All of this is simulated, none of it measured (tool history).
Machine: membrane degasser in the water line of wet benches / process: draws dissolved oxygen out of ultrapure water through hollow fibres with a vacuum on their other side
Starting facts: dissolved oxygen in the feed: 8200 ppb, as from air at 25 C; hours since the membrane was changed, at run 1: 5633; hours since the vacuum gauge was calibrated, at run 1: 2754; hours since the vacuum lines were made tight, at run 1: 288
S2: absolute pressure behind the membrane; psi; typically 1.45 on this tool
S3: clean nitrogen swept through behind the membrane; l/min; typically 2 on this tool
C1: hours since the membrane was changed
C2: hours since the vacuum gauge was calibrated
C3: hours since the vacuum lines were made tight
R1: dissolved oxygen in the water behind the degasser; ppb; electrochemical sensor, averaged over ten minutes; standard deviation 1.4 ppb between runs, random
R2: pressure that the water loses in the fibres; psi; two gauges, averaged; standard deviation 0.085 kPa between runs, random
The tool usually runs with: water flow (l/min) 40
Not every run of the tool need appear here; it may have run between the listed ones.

run 1 day=0 | water_flow_(l/min)=40 S2=1.45 S3=2 | C1=5633 C2=2754 C3=288 | R1=409.7 R2=5.018
run 2 day=3.962 | water_flow_(l/min)=40 S2=1.45 S3=2 | C1=5728 C2=2849 C3=383 | R1=410 R2=4.994
run 3 day=9.921 | water_flow_(l/min)=40 S2=1.45 S3=2 | C1=5871 C2=2992 C3=526 | R1=412.1 R2=4.975
-- day=11.746 vacuum gauge calibrated
run 4 day=13.625 | water_flow_(l/min)=40 S2=1.45 S3=2 | C1=5959 C2=45 C3=615 | R1=407 R2=4.985
run 5 day=18.638 | water_flow_(l/min)=40 S2=1.45 S3=2 | C1=6080 C2=165 C3=735 | R1=409.4 R2=5.014
run 6 day=24.771 | water_flow_(l/min)=50 S2=1.45 S3=2 | C1=6227 C2=313 C3=882 | R1=543.2 R2=6.24
run 7 day=30.675 | water_flow_(l/min)=50 S2=1.45 S3=2 | C1=6368 C2=454 C3=1024 | R1=542.7 R2=6.235
run 8 day=33.329 | water_flow_(l/min)=50 S2=1.45 S3=2 | C1=6432 C2=518 C3=1088 | R1=546 R2=6.228
run 9 day=36.512 | water_flow_(l/min)=50 S2=1.45 S3=2 | C1=6509 C2=594 C3=1164 | R1=544.2 R2=6.267
run 10 day=41.683 | water_flow_(l/min)=61 S2=1.45 S3=2 | C1=6633 C2=718 C3=1288 | R1=697.9 R2=7.616
run 11 day=45.7 | water_flow_(l/min)=40 S2=1.45 S3=2 | C1=6729 C2=815 C3=1384 | R1=410.1 R2=4.998
run 12 day=48.458 | water_flow_(l/min)=40 S2=1.45 S3=2 | C1=6795 C2=881 C3=1451 | R1=410.8 R2=5.01
run 13 day=52.688 | water_flow_(l/min)=40 S2=1.45 S3=2 | C1=6897 C2=983 C3=1552 | R1=414.6 R2=4.998
run 14 day=58.642 | water_flow_(l/min)=40 S2=1.45 S3=1.31 | C1=7040 C2=1125 C3=1695 | R1=529.9 R2=5.007
run 15 day=63.879 | water_flow_(l/min)=40 S2=1.45 S3=1.31 | C1=7165 C2=1251 C3=1821 | R1=534.2 R2=5.021
run 16 day=69.15 | water_flow_(l/min)=40 S2=1.45 S3=1.31 | C1=7292 C2=1378 C3=1947 | R1=536.9 R2=5.023
run 17 day=75.138 | water_flow_(l/min)=40 S2=1.45 S3=1.31 | C1=7436 C2=1521 C3=2091 | R1=535.6 R2=5.002
run 18 day=81.404 | water_flow_(l/min)=25 S2=1.31 S3=2.61 | C1=7586 C2=1672 C3=2241 | R1=166.3 R2=3.131
run 19 day=87.6 | water_flow_(l/min)=45 S2=2.57 S3=1.34 | C1=7735 C2=1820 C3=2390 | R1=1052.9 R2=5.633
run 20 day=92.438 | water_flow_(l/min)=35 S2=2.57 S3=0.82 | C1=7851 C2=1937 C3=2506 | R1=1167.9 R2=4.38
run 21 day=97.029 | water_flow_(l/min)=37 S2=1.15 S3=2 | C1=7961 C2=2047 C3=2616 | R1=295 R2=4.63
run 22 day=102.529 | water_flow_(l/min)=30 S2=1.52 S3=2 | C1=8093 C2=2179 C3=2748 | R1=302.4 R2=3.774
run 23 day=107.312 | water_flow_(l/min)=30 S2=2.9 S3=2 | C1=8208 C2=2294 C3=2863 | R1=600.9 R2=3.745
run 24 day=110.158 | water_flow_(l/min)=30 S2=2.9 S3=2 | C1=8276 C2=2362 C3=2932 | R1=603.2 R2=3.783
run 25 day=115.229 | water_flow_(l/min)=34 S2=2.7 S3=2 | C1=8398 C2=2484 C3=3053 | R1=636.6 R2=4.268
run 26 day=118.417 | water_flow_(l/min)=28 S2=2.34 S3=2.98 | C1=8474 C2=2560 C3=3130 | R1=329.1 R2=3.52
run 27 day=121.179 | water_flow_(l/min)=28 S2=2.34 S3=2.98 | C1=8541 C2=2626 C3=3196 | R1=327.5 R2=3.511
run 28 day=126.204 | water_flow_(l/min)=28 S2=2.34 S3=2.98 | C1=8661 C2=2747 C3=3317 | R1=329.3 R2=3.52
run 29 day=132.254 | water_flow_(l/min)=43 S2=1.83 S3=3.87 | C1=8806 C2=2892 C3=3462 | R1=382.2 R2=5.395
-- day=137.971 vacuum gauge calibrated
run 30 day=137.971 | water_flow_(l/min)=43 S2=1.83 S3=3.87 | C1=8943 C2=0 C3=3599 | R1=384.3 R2=5.411
run 31 day=143.733 | water_flow_(l/min)=33 S2=1.83 S3=4.04 | C1=9081 C2=138 C3=3737 | R1=258.3 R2=4.155
run 32 day=149.688 | water_flow_(l/min)=47 S2=2.13 S3=0.93 | C1=9224 C2=281 C3=3880 | R1=1151.8 R2=5.933
run 33 day=154.604 | water_flow_(l/min)=39 S2=2.13 S3=5.92 | C1=9342 C2=399 C3=3998 | R1=296.8 R2=4.912

Alternative continuations, all from the tool just after run 33; predict every row:
run A day=157.896 | water_flow_(l/min)=25 S2=2.13 S3=5.92 | C1=9421 C2=478 C3=4077 | R1=? R2=?
run B day=157.896 | water_flow_(l/min)=39 S2=2.12 S3=1.12 | C1=9421 C2=478 C3=4077 | R1=? R2=?
run C day=157.896 | water_flow_(l/min)=28 S2=2.13 S3=5.92 | C1=9421 C2=478 C3=4077 | R1=? R2=?

run=A R1=153.9 R2=3.144
run=B R1=856.3 R2=4.907
run=C R1=181.8 R2=3.539
Had the tool no hidden state, the same runs would have come out as:
run=A R1=147.9 R2=3.072
run=B R1=842.7 R2=4.793
run=C R1=174.4 R2=3.458
